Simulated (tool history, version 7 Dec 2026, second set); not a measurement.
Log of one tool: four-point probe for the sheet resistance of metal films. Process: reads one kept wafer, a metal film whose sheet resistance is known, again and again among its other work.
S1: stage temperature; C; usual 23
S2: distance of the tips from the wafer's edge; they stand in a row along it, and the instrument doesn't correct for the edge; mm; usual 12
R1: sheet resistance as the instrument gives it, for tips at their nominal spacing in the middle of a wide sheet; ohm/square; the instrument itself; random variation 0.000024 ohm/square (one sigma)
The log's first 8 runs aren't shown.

run,hour,S1,S2,R1
9,212.1,23,48,0.119630
10,234.2,23,48,0.119644
11,260.5,23,48,0.119612
12,273.3,23,48,0.119586
13,288.9,23,48,0.119583
14,307.9,23,48,0.119611
15,324.2,23,48,0.119517
# hour 327.7: stage's thermometer calibrated
16,351.7,23,48,0.119675
17,382.7,23,48,0.119630
18,407.6,23,12,0.119995
19,426.5,31,12,0.119112
# hour 430.6: stage's thermometer calibrated, once more
20,448.6,23,12,0.119847
21,469.9,23,12,0.119857
22,500.5,23,12,0.119832
23,528.9,23,41,0.119446
24,550.6,23,41,0.119400
25,579.9,23,37,0.119406
26,610.8,20,11,0.120164

The next listed run, before its measurement:
27,634.5,20,11,?

{"run 27": {"R1": 0.120194}}
Without the tool's hidden state the same run would have given R1 0.120171 ohm/square.
